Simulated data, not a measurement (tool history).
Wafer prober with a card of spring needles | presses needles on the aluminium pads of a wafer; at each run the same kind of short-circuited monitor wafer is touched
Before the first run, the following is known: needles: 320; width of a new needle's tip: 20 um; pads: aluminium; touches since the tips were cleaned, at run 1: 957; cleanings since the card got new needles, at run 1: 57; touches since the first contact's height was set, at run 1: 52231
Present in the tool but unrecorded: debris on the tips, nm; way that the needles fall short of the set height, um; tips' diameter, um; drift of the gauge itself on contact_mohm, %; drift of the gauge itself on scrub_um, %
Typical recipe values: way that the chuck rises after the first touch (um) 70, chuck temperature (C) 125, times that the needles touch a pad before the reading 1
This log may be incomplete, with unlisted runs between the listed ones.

run,hour,way that the chuck rises after the first touch (um),chuck temperature (C),times that the needles touch a pad before the reading,touches since the tips were cleaned,cleanings since the card got new needles,touches since the first contact's height was set,resistance of one needle with its contact and lead (mohm),way that a needle slides on the pad (um)
1,0.0,70,125,1,957,57,52231,267,18.94
# hour 11.4: tips cleaned on abrasive film
2,16.3,70,125,1,1933,58,58698,266,18.92
# hour 25.6: tips cleaned on abrasive film
# hour 40.1: tips cleaned on abrasive film
3,40.3,70,125,1,91,60,68259,258,18.88
4,50.9,70,125,1,4331,60,72499,277,18.90
# hour 55.1: tips cleaned on abrasive film
# hour 64.8: height of the first contact set anew
# hour 69.2: tips cleaned on abrasive film
5,74.1,70,125,2,1970,62,3710,264,19.01
# hour 84.2: tips cleaned on abrasive film
6,91.1,70,125,1,2755,63,10458,271,19.02
# hour 98.9: tips cleaned on abrasive film
7,102.6,70,125,1,1468,64,15002,269,18.99
# hour 112.9: tips cleaned on abrasive film
8,119.8,70,125,1,2768,65,21857,269,19.00
# hour 127.2: tips cleaned on abrasive film
# hour 141.9: tips cleaned on abrasive film
9,145.5,70,125,1,1420,67,32064,266,18.95
# hour 156.1: tips cleaned on abrasive film
10,164.1,70,125,1,3190,68,39475,272,18.96
# hour 171.0: tips cleaned on abrasive film
11,184.2,70,125,1,5284,69,47465,279,18.91
# hour 185.7: tips cleaned on abrasive film
# hour 199.5: tips cleaned on abrasive film
12,209.7,70,125,1,4088,71,57629,268,18.90
# hour 213.4: tips cleaned on abrasive film
# hour 229.0: tips cleaned on abrasive film
13,232.9,70,125,1,1554,73,66816,268,18.85
# hour 242.9: tips cleaned on abrasive film
14,243.9,70,125,1,407,74,71181,261,18.85
15,256.0,70,70,1,5248,74,76022,266,18.86
# hour 257.5: tips cleaned on abrasive film
# hour 262.4: height of the first contact set anew
# hour 272.6: tips cleaned on abrasive film
16,281.9,70,70,1,3698,76,7755,262,19.01

Run 17 has not been measured yet. What should we expect?
# hour 287.5: tips cleaned on abrasive film
# hour 301.1: tips cleaned on abrasive film
17,305.6,70,70,1,1769,78,17166,?,?

Run 17 yielded resistance of one needle with its contact and lead (mohm) 256, way that a needle slides on the pad (um) 18.98.
On a tool with no hidden condition, and with the same random variation, this run would have come out at resistance of one needle with its contact and lead (mohm) 243, way that a needle slides on the pad (um) 19.02.
